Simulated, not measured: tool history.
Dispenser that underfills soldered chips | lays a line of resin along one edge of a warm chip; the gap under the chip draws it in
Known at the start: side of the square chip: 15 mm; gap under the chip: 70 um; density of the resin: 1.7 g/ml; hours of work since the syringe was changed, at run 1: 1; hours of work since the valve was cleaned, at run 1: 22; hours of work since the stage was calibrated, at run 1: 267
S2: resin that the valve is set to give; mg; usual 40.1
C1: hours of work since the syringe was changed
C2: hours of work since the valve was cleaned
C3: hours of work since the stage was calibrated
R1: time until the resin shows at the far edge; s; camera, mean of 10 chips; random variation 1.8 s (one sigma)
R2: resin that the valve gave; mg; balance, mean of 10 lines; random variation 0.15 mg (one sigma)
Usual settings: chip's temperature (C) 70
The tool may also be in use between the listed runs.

Run 1, hour 0: usual settings; C1 1; C2 22; C3 267. Result: R1 192.8 s, R2 39.37 mg.
Run 2, hour 9.2: usual settings; C1 7; C2 29; C3 273. Result: R1 303.4 s, R2 39.42 mg.
At hour 13.8: new syringe of resin.
Run 3, hour 20.3: usual settings; C1 4; C2 36; C3 280. Result: R1 248.3 s, R2 39.27 mg.
At hour 28.9: new syringe of resin.
Run 4, hour 30.4: usual settings; C1 1; C2 42; C3 287. Result: R1 198.2 s, R2 38.91 mg.
Run 5, hour 39.6: usual settings but chip's temperature (C) 83; C1 7; C2 49; C3 293. Result: R1 170.3 s, R2 38.65 mg.
At hour 43.7: new syringe of resin.
Run 6, hour 51.1: usual settings but chip's temperature (C) 58, S2 39.9 mg; C1 5; C2 56; C3 301. Result: R1 463.7 s, R2 38.67 mg.
At hour 58: dispensing valve cleaned and set on the balance.
At hour 59.7: new syringe of resin.
Run 7, hour 64.6: usual settings but S2 41.2 mg; C1 3; C2 4; C3 309. Result: R1 236.4 s, R2 41.04 mg.
Run 8, hour 73.1: usual settings but chip's temperature (C) 63, S2 42.8 mg; C1 9; C2 10; C3 315. Result: R1 482.5 s, R2 42.77 mg.
At hour 75.3: new syringe of resin.
Run 9, hour 80.6: usual settings but chip's temperature (C) 66; C1 4; C2 15; C3 320. Result: R1 283 s, R2 39.79 mg.
Run 10, hour 86.4: usual settings but chip's temperature (C) 57, S2 41.8 mg; C1 8; C2 19; C3 324. Result: R1 573.4 s, R2 41.1 mg.

5 ways to go on from here, each from the tool as it stands after run 10. What would each give?
At hour 90.5: new syringe of resin.
Run A, hour 94.2: usual settings but chip's temperature (C) 76, S2 51.7 mg; C1 2; C2 24; C3 329. Result: R1 ?, R2 ?.
At hour 90.5: new syringe of resin.
Run B, hour 94.2: usual settings but chip's temperature (C) 56, S2 43 mg; C1 2; C2 24; C3 329. Result: R1 ?, R2 ?.
At hour 90.5: new syringe of resin.
Run C, hour 94.2: usual settings but S2 44.8 mg; C1 2; C2 24; C3 329. Result: R1 ?, R2 ?.
At hour 90.5: new syringe of resin.
Run D, hour 94.2: usual settings but chip's temperature (C) 59, S2 49.3 mg; C1 2; C2 24; C3 329. Result: R1 ?, R2 ?.
At hour 90.5: new syringe of resin.
Run E, hour 94.2: usual settings but chip's temperature (C) 56, S2 45.9 mg; C1 2; C2 24; C3 329. Result: R1 ?, R2 ?.

run     R1     R2
  A  169.3  51.04
  B  436.5  42.28
  C    223  44.45
  D  371.5  48.51
  E  434.9  45.16
Without the tool's hidden state the same runs would have given:
run     R1     R2
  A  131.1  51.72
  B  335.4  42.84
  C  172.3  45.04
  D  285.9  49.16
  E  334.2  45.76
